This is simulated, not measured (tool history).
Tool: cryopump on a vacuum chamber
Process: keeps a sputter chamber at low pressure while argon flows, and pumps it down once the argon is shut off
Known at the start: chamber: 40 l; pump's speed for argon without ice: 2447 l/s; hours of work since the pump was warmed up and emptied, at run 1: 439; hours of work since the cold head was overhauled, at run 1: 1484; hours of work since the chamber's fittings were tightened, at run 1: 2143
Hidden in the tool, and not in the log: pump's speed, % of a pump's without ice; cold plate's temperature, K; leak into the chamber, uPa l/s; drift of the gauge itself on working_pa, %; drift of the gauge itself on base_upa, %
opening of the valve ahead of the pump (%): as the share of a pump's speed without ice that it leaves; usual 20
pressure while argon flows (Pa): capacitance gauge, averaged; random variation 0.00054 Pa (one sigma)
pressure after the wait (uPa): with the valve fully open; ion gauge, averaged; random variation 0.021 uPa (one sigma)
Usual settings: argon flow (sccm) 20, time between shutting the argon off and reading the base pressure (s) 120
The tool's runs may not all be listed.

| run | day | argon flow (sccm) | time between shutting the argon off and reading the base pressure (s) | opening of the valve ahead of the pump (%) | hours of work since the pump was warmed up and emptied | hours of work since the cold head was overhauled | hours of work since the chamber's fittings were tightened | pressure while argon flows (Pa) | pressure after the wait (uPa) |
|---|---|---|---|---|---|---|---|---|---|
| 1 | 0.000 | 20 | 120 | 20 | 439 | 1484 | 2143 | 0.0709 | 0.77 |
| 2 | 1.517 | 20 | 120 | 20 | 468 | 1514 | 2173 | 0.0701 | 0.77 |
| 3 | 3.292 | 20 | 120 | 20 | 503 | 1549 | 2207 | 0.0714 | 0.80 |
| 4 | 4.933 | 20 | 118 | 20 | 535 | 1581 | 2240 | 0.0720 | 0.82 |
| 5 | 6.229 | 20 | 120 | 16 | 561 | 1606 | 2265 | 0.0892 | 0.90 |
| 6 | 7.988 | 20 | 120 | 16 | 595 | 1641 | 2300 | 0.0890 | 0.87 |
| 7 | 9.804 | 20 | 120 | 57 | 631 | 1676 | 2335 | 0.0279 | 0.90 |
| 8 | 11.500 | 20 | 55 | 15 | 664 | 1710 | 2369 | 0.0955 | 1.18 |
| 9 | 13.033 | 20 | 224 | 31 | 694 | 1740 | 2399 | 0.0479 | 0.70 |
| 10 | 13.862 | 31 | 76 | 27 | 711 | 1756 | 2415 | 0.0858 | 1.06 |
| 11 | 15.633 | 10 | 30 | 22 | 746 | 1791 | 2450 | 0.0341 | 1.78 |
|  | 16.188 | leaking fittings of the chamber tightened, without venting |
| 12 | 17.433 | 22 | 49 | 22 | 779 | 1825 | 25 | 0.0740 | 0.86 |
| 13 | 19.400 | 11 | 66 | 17 | 818 | 1863 | 63 | 0.0474 | 0.69 |
| 14 | 20.925 | 11 | 66 | 17 | 848 | 1893 | 93 | 0.0478 | 0.67 |

Forecast each of these 5 alternatives for the next run:
| A | 21.846 | 11 | 31 | 19 | 866 | 1911 | 111 | ? | ? |
| B | 21.846 | 25 | 86 | 17 | 866 | 1911 | 111 | ? | ? |
| C | 21.846 | 30 | 120 | 20 | 866 | 1911 | 111 | ? | ? |
| D | 21.846 | 13 | 120 | 20 | 866 | 1911 | 111 | ? | ? |
| E | 21.846 | 20 | 92 | 20 | 866 | 1911 | 111 | ? | ? |

| run | pressure while argon flows (Pa) | pressure after the wait (uPa) |
|---|---|---|
| A | 0.0425 | 1.22 |
| B | 0.1073 | 0.54 |
| C | 0.1111 | 0.45 |
| D | 0.0479 | 0.46 |
| E | 0.0739 | 0.55 |
Without the tool's hidden state the same runs would have given:
| run | pressure while argon flows (Pa) | pressure after the wait (uPa) |
|---|---|---|
| A | 0.0398 | 1.15 |
| B | 0.1012 | 0.47 |
| C | 0.1037 | 0.38 |
| D | 0.0447 | 0.38 |
| E | 0.0690 | 0.48 |
